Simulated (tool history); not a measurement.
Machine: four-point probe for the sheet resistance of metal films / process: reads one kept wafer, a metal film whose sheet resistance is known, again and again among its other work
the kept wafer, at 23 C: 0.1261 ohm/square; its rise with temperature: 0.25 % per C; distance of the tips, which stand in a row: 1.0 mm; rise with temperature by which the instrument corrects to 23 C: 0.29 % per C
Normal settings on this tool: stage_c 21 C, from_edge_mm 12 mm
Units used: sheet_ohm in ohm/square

{"run": 1, "day": 0.0, "stage_c": 21, "from_edge_mm": 12, "sheet_ohm": 0.126622}
{"run": 2, "day": 2.283, "stage_c": 21, "from_edge_mm": 12, "sheet_ohm": 0.126667}
{"run": 3, "day": 5.083, "stage_c": 21, "from_edge_mm": 8, "sheet_ohm": 0.127216}
{"run": 4, "day": 8.254, "stage_c": 21, "from_edge_mm": 12, "sheet_ohm": 0.126647}
{"run": 5, "day": 10.446, "stage_c": 21, "from_edge_mm": 12, "sheet_ohm": 0.126584}
{"run": 6, "day": 13.696, "stage_c": 21, "from_edge_mm": 39, "sheet_ohm": 0.126217}
{"run": 7, "day": 16.838, "stage_c": 21, "from_edge_mm": 39, "sheet_ohm": 0.126195}
{"run": 8, "day": 19.317, "stage_c": 21, "from_edge_mm": 39, "sheet_ohm": 0.126259}
{"run": 9, "day": 22.342, "stage_c": 21, "from_edge_mm": 12, "sheet_ohm": 0.126619}
{"run": 10, "day": 26.112, "stage_c": 21, "from_edge_mm": 12, "sheet_ohm": 0.126612}
{"run": 11, "day": 29.296, "stage_c": 20, "from_edge_mm": 12, "sheet_ohm": 0.12666}
{"run": 12, "day": 33.242, "stage_c": 21, "from_edge_mm": 12, "sheet_ohm": 0.126672}
{"run": 13, "day": 36.829, "stage_c": 21, "from_edge_mm": 12, "sheet_ohm": 0.126622}
{"run": 14, "day": 40.033, "stage_c": 21, "from_edge_mm": 7, "sheet_ohm": 0.127561}
{"run": 15, "day": 43.625, "stage_c": 21, "from_edge_mm": 7, "sheet_ohm": 0.127557}
{"run": 16, "day": 47.375, "stage_c": 21, "from_edge_mm": 7, "sheet_ohm": 0.12757}
{"run": 17, "day": 50.321, "stage_c": 21, "from_edge_mm": 12, "sheet_ohm": 0.126631}
{"run": 18, "day": 54.596, "stage_c": 29, "from_edge_mm": 4, "sheet_ohm": 0.129902}
{"run": 19, "day": 56.521, "stage_c": 29, "from_edge_mm": 4, "sheet_ohm": 0.129927}
{"run": 20, "day": 60.438, "stage_c": 19, "from_edge_mm": 42, "sheet_ohm": 0.126308}
{"run": 21, "day": 64.858, "stage_c": 19, "from_edge_mm": 12, "sheet_ohm": 0.126745}
{"run": 22, "day": 66.95, "stage_c": 30, "from_edge_mm": 43, "sheet_ohm": 0.12578}
{"run": 23, "day": 70.75, "stage_c": 32, "from_edge_mm": 3, "sheet_ohm": 0.132768}
{"run": 24, "day": 75.212, "stage_c": 32, "from_edge_mm": 9, "sheet_ohm": 0.126528}
{"run": 25, "day": 78.583, "stage_c": 20, "from_edge_mm": 9, "sheet_ohm": 0.127074}
{"day": 81.9, "done": "new probe head fitted"}
{"run": 26, "day": 82.062, "stage_c": 21, "from_edge_mm": 4, "sheet_ohm": 0.130296}
{"run": 27, "day": 85.662, "stage_c": 21, "from_edge_mm": 4, "sheet_ohm": 0.130271}
{"run": 28, "day": 89.608, "stage_c": 21, "from_edge_mm": 7, "sheet_ohm": 0.127571}
{"run": 29, "day": 92.179, "stage_c": 27, "from_edge_mm": 9, "sheet_ohm": 0.126723}
{"run": 30, "day": 96.038, "stage_c": 19, "from_edge_mm": 62, "sheet_ohm": 0.126253}
{"run": 31, "day": 98.171, "stage_c": 21, "from_edge_mm": 62, "sheet_ohm": 0.126211}
{"run": 32, "day": 102.188, "stage_c": 21, "from_edge_mm": 62, "sheet_ohm": 0.1262}
{"run": 33, "day": 104.383, "stage_c": 26, "from_edge_mm": 16, "sheet_ohm": 0.126236}
{"run": 34, "day": 107.458, "stage_c": 31, "from_edge_mm": 6, "sheet_ohm": 0.127552}

Forecast each of these 4 alternatives for the next run:
{"run": "A", "day": 111.604, "stage_c": 33, "from_edge_mm": 40, "sheet_ohm": "?"}
{"run": "B", "day": 111.604, "stage_c": 24, "from_edge_mm": 12, "sheet_ohm": "?"}
{"run": "C", "day": 111.604, "stage_c": 22, "from_edge_mm": 6, "sheet_ohm": "?"}
{"run": "D", "day": 111.604, "stage_c": 28, "from_edge_mm": 12, "sheet_ohm": "?"}

run=A sheet_ohm=0.125749
run=B sheet_ohm=0.126497
run=C sheet_ohm=0.127979
run=D sheet_ohm=0.126383
Without the tool's unlogged condition, the same runs would have read:
run=A sheet_ohm=0.125754
run=B sheet_ohm=0.126502
run=C sheet_ohm=0.127984
run=D sheet_ohm=0.126388
